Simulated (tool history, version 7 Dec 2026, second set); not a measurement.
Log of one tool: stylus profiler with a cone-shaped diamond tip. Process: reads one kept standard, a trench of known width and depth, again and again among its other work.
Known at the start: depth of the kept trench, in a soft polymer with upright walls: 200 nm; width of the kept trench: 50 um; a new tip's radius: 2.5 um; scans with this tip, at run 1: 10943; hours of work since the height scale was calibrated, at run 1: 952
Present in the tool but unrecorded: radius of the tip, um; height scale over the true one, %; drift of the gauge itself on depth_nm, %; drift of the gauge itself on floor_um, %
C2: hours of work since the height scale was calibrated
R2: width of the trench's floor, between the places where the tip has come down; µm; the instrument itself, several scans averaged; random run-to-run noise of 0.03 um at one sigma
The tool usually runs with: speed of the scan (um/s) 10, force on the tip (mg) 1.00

Run 1, day 0.000: usual settings; scans with this tip 10943; C2 952. Result: depth of the trench (nm) 201.10, R2 47.58 µm.
Run 2, day 3.621: usual settings; scans with this tip 11629; C2 1011. Result: depth of the trench (nm) 201.32, R2 47.58 µm.
Run 3, day 5.454: usual settings; scans with this tip 11976; C2 1041. Result: depth of the trench (nm) 201.14, R2 47.53 µm.
Run 4, day 9.025: usual settings; scans with this tip 12652; C2 1100. Result: depth of the trench (nm) 201.29, R2 47.56 µm.
Run 5, day 11.571: usual settings; scans with this tip 13134; C2 1142. Result: depth of the trench (nm) 201.25, R2 47.44 µm.
Run 6, day 13.171: usual settings; scans with this tip 13437; C2 1168. Result: depth of the trench (nm) 201.29, R2 47.54 µm.
Run 7, day 14.942: usual settings; scans with this tip 13772; C2 1197. Result: depth of the trench (nm) 201.17, R2 47.45 µm.
Run 8, day 18.550: usual settings but speed of the scan (um/s) 11; scans with this tip 14455; C2 1257. Result: depth of the trench (nm) 201.35, R2 47.48 µm.
Run 9, day 20.512: usual settings but speed of the scan (um/s) 2, force on the tip (mg) 2.24; scans with this tip 14827; C2 1289. Result: depth of the trench (nm) 201.98, R2 47.52 µm.
Run 10, day 22.942: usual settings but speed of the scan (um/s) 29, force on the tip (mg) 2.86; scans with this tip 15286; C2 1329. Result: depth of the trench (nm) 202.27, R2 47.40 µm.

Pick out some run-to-run changes in depth of the trench (nm). Of each, how much would a tool without hidden state show as well, from the settings, what came in and chance, and how much is left for the hidden state and any gauge scatter not in both results compared?
Run 1 -> 2: no setting touched and nothing written in the log between the runs. depth of the trench (nm) +0.22: hidden state +0.02, all else +0.20.
Run 8 -> 9: speed of the scan (um/s) 11 -> 2, force on the tip (mg) 1.00 -> 2.24. depth of the trench (nm) +0.63: hidden state +0.00, all else +0.63.
